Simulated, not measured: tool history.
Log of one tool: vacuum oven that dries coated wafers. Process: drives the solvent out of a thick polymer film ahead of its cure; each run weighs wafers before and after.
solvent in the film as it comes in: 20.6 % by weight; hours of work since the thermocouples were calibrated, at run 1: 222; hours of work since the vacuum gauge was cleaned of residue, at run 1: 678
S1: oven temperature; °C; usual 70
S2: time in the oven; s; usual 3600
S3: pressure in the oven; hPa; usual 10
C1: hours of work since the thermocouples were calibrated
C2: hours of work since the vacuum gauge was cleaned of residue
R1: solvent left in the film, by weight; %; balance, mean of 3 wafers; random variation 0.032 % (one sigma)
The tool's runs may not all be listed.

run	hour	S1	S2	S3	C1	C2	R1
1	0	70	3600	10	222	678	2.08
2	9	70	3600	10	228	684	1.98
3	24.7	70	3600	10	238	695	1.93
4	41.2	70	3600	10	249	706	1.99
5	49.8	70	3600	10	255	712	1.98
6	58.5	70	3600	10	261	718	2.03
7	75.4	70	3600	10	272	729	1.95
8	88.8	70	3600	10	281	738	1.99
9	100.3	70	3600	10	289	746	1.94
10	112.2	70	2760	10	297	754	3.12
11	129	70	3600	10	308	765	1.96
12	146.3	70	3600	17.6	320	776	2.38
13	155.6	70	3600	17.6	326	783	2.34
14	173.3	70	2160	17.6	338	794	4.51
15	186.6	70	3600	10	347	803	1.97
16	198.5	70	3600	10	355	811	1.97
17	211.1	70	3600	10	363	820	1.94
18	219.7	70	3600	10	369	826	2.01
19	234.5	70	2880	10	379	836	2.79
20	248.1	70	2820	10	388	845	2.97
21	264.2	70	2820	10	399	855	2.95
22	274.9	61	3420	6.5	406	863	5.89
23	293.6	64	6240	10	418	875	1.96
24	311.8	64	6240	10	431	887	1.92
25	329.7	66	3600	10	443	899	3.28
26	340.7	83	3600	10	450	907	0.4
27	356.6	83	3060	12.7	461	917	0.5
# hour 359.4: vacuum gauge cleaned of residue and calibrated
28	372.3	83	3060	9.6	470	9	0.45
29	388.6	83	3060	9.6	481	20	0.44
30	409	83	3060	9.6	495	33	0.46
31	424.1	59	3600	14.1	505	43	7.09
# hour 432.3: vacuum gauge cleaned of residue and calibrated, once more
32	443.9	80	3300	10	517	8	0.42
33	463.1	59	2460	10.8	530	21	8.8
34	477.7	59	2460	10.8	540	30	8.89
35	486.9	59	2460	10.8	546	37	8.79
36	497.4	59	2460	22.1	553	44	9.28
37	513.4	59	2460	22.1	564	54	9.44
38	523.4	59	2460	22.1	571	61	9.42
39	536.1	73	3960	22.1	579	70	1.44

Forecast each of these 4 alternatives for the next run:
A	544.6	63	3600	5.2	585	75	?
B	544.6	70	3600	12.1	585	75	?
C	544.6	64	4320	6.4	585	75	?
D	544.6	70	3600	37	585	75	?

run	R1
A	4.31
B	1.82
C	2.88
D	3.04
Without the tool's hidden state the same runs would have given:
run	R1
A	4.65
B	2.02
C	3.17
D	3.27
